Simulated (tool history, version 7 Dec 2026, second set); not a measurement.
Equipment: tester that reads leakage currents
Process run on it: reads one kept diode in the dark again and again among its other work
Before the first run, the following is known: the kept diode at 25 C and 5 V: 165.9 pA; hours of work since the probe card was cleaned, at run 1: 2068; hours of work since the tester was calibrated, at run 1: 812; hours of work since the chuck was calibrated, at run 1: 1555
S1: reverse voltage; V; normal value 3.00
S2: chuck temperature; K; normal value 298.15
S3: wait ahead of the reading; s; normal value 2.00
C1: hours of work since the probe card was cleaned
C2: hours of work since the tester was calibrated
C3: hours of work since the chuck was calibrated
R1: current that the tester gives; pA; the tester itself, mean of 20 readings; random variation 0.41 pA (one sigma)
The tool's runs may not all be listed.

run	hour	S1	S2	S3	C1	C2	C3	R1
1	0.0	3.00	298.15	2.00	2068	812	1555	155.99
2	50.8	2.11	298.15	2.00	2101	845	1588	136.63
3	83.0	3.00	298.15	2.00	2122	867	1609	156.78
4	110.3	3.00	298.15	2.00	2140	885	1627	155.88
5	143.2	3.00	298.15	2.00	2162	906	1649	157.10
# hour 173.3: chuck's temperature calibrated
6	181.3	3.00	298.15	2.00	2186	930	5	138.98
7	234.5	3.00	298.15	2.00	2221	965	40	138.89
8	263.9	3.00	298.15	2.00	2240	985	60	139.57
9	292.9	3.00	298.15	2.00	2259	1004	79	140.21
10	345.4	3.00	294.15	2.00	2294	1038	113	101.39
11	376.3	3.00	294.15	2.00	2314	1059	134	101.15
12	419.0	3.00	294.15	2.00	2343	1087	162	101.85
13	470.9	3.00	294.15	2.00	2377	1121	196	101.96
14	510.6	3.00	294.15	2.00	2403	1147	222	101.99
15	556.7	3.00	294.15	2.00	2433	1177	253	102.05
16	605.6	3.00	294.15	2.00	2465	1210	285	102.50
17	652.5	3.00	294.15	2.00	2496	1241	316	103.03
18	710.1	3.00	317.15	2.00	2534	1278	354	623.89
19	745.6	3.00	317.15	2.00	2558	1302	377	624.96
20	795.6	3.00	298.15	3.42	2591	1335	410	143.37
21	839.6	3.00	298.15	3.42	2620	1364	439	143.70
22	904.2	3.00	298.15	3.42	2662	1406	482	144.52
23	959.1	2.26	298.15	9.95	2698	1443	518	128.91
24	1023.3	5.86	298.15	2.00	2741	1485	560	191.44
25	1055.8	5.96	296.15	1.45	2762	1506	581	164.68
26	1098.5	3.60	322.15	1.52	2790	1534	610	978.94
27	1145.4	3.60	322.15	1.52	2821	1565	640	972.40
28	1207.6	3.60	322.15	1.52	2862	1606	681	989.24
29	1264.9	3.98	311.15	0.74	2900	1644	719	455.93
# hour 1279.2: probe card cleaned and baked
30	1309.3	3.00	298.15	2.01	20	1671	746	144.08
31	1373.9	9.20	301.15	2.25	62	1714	789	281.64
32	1431.0	10.77	298.15	2.00	100	1752	827	236.29
33	1478.1	2.57	302.15	7.12	131	1783	858	190.32
34	1527.8	3.00	327.15	4.32	164	1815	890	1313.32
35	1554.8	3.00	320.15	1.07	182	1833	908	799.64
36	1619.6	3.00	320.15	1.07	224	1876	951	804.11
37	1663.5	1.60	320.15	1.30	253	1905	980	636.36
38	1697.4	1.60	296.15	1.87	276	1927	1002	97.85
39	1758.2	1.32	298.15	2.00	316	1967	1042	107.33
40	1814.2	1.32	298.15	2.00	353	2004	1079	108.45

Each run again, without the hidden state but with its own random variation kept:
The hidden state here: stray current of the dirty probe card, pA a volt; current scale over the true one, %; true chuck temperature over the reading, C; drift of the gauge itself on leakage_pa, %.
run	R1
1	137.34
2	120.42
3	137.43
4	136.48
5	137.31
6	136.74
7	136.26
8	136.73
9	137.15
10	97.98
11	97.57
12	98.02
13	97.85
14	97.64
15	97.45
16	97.62
17	97.88
18	610.78
19	610.96
20	136.64
21	136.63
22	136.94
23	122.32
24	177.79
25	151.41
26	945.03
27	937.04
28	950.92
29	432.74
30	137.50
31	268.10
32	223.83
33	180.44
34	1255.05
35	761.49
36	763.81
37	603.35
38	91.46
39	100.16
40	100.89
